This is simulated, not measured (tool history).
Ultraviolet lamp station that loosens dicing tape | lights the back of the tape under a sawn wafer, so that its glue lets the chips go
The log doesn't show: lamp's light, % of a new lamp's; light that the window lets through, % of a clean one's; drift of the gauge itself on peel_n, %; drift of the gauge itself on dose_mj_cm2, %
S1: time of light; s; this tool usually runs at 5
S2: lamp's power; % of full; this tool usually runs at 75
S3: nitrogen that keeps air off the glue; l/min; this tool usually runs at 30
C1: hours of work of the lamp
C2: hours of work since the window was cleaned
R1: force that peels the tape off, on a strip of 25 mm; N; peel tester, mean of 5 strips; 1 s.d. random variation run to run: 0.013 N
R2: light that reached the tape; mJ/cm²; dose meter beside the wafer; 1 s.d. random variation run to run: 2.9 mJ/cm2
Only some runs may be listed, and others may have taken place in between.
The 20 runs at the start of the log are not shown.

{"run": 21, "day": 40.554, "S1": 7, "S2": 84, "S3": 30, "C1": 431, "C2": 44, "R1": 0.387, "R2": 587}
{"run": 22, "day": 42.05, "S1": 7, "S2": 90, "S3": 44, "C1": 451, "C2": 64, "R1": 0.323, "R2": 622}
{"run": 23, "day": 44.575, "S1": 2, "S2": 85, "S3": 44, "C1": 484, "C2": 97, "R1": 1.667, "R2": 163}
{"run": 24, "day": 46.25, "S1": 5, "S2": 72, "S3": 37, "C1": 507, "C2": 120, "R1": 0.817, "R2": 340}
{"run": 25, "day": 47.696, "S1": 5, "S2": 72, "S3": 37, "C1": 526, "C2": 139, "R1": 0.838, "R2": 336}
{"run": 26, "day": 49.762, "S1": 4, "S2": 72, "S3": 48, "C1": 554, "C2": 167, "R1": 1.07, "R2": 264}
{"run": 27, "day": 51.575, "S1": 4, "S2": 72, "S3": 48, "C1": 578, "C2": 191, "R1": 1.089, "R2": 259}
{"run": 28, "day": 54.008, "S1": 4, "S2": 62, "S3": 57, "C1": 610, "C2": 223, "R1": 1.348, "R2": 218}
{"run": 29, "day": 55.221, "S1": 2, "S2": 80, "S3": 20, "C1": 627, "C2": 239, "R1": 2.066, "R2": 139}
{"run": 30, "day": 56.496, "S1": 3, "S2": 63, "S3": 16, "C1": 644, "C2": 256, "R1": 2.015, "R2": 157}
{"day": 58.667, "done": "window cleaned of glue's vapour"}
{"run": 31, "day": 58.862, "S1": 3, "S2": 75, "S3": 15, "C1": 675, "C2": 3, "R1": 1.592, "R2": 213}
{"run": 32, "day": 60.312, "S1": 2, "S2": 90, "S3": 42, "C1": 694, "C2": 22, "R1": 1.661, "R2": 170}
{"run": 33, "day": 62.808, "S1": 2, "S2": 90, "S3": 42, "C1": 728, "C2": 55, "R1": 1.679, "R2": 164}
{"run": 34, "day": 65.321, "S1": 5, "S2": 80, "S3": 23, "C1": 761, "C2": 89, "R1": 0.818, "R2": 355}
{"run": 35, "day": 67.967, "S1": 9, "S2": 63, "S3": 27, "C1": 796, "C2": 124, "R1": 0.518, "R2": 498}
{"run": 36, "day": 69.779, "S1": 5, "S2": 87, "S3": 46, "C1": 821, "C2": 148, "R1": 0.694, "R2": 369}
{"run": 37, "day": 71.238, "S1": 5, "S2": 87, "S3": 46, "C1": 840, "C2": 168, "R1": 0.685, "R2": 366}
{"run": 38, "day": 72.667, "S1": 5, "S2": 83, "S3": 11, "C1": 859, "C2": 187, "R1": 1.063, "R2": 340}
{"run": 39, "day": 74.471, "S1": 3, "S2": 70, "S3": 30, "C1": 883, "C2": 211, "R1": 1.76, "R2": 170}

4 options for the next run, each taken on its own from the tool as it stands now. Forecast them:
{"run": "A", "day": 77.154, "S1": 2, "S2": 70, "S3": 14, "C1": 919, "C2": 247, "R1": "?", "R2": "?"}
{"run": "B", "day": 77.154, "S1": 6, "S2": 95, "S3": 13, "C1": 919, "C2": 247, "R1": "?", "R2": "?"}
{"run": "C", "day": 77.154, "S1": 3, "S2": 97, "S3": 11, "C1": 919, "C2": 247, "R1": "?", "R2": "?"}
{"run": "D", "day": 77.154, "S1": 5, "S2": 75, "S3": 22, "C1": 919, "C2": 247, "R1": "?", "R2": "?"}

run=A R1=2.420 R2=112
run=B R1=0.740 R2=447
run=C R1=1.616 R2=228
run=D R1=1.049 R2=292
With the hidden condition removed and each run's random variation left untouched, the same runs would have given:
run=A R1=1.975 R2=164
run=B R1=0.418 R2=656
run=C R1=1.110 R2=334
run=D R1=0.631 R2=430
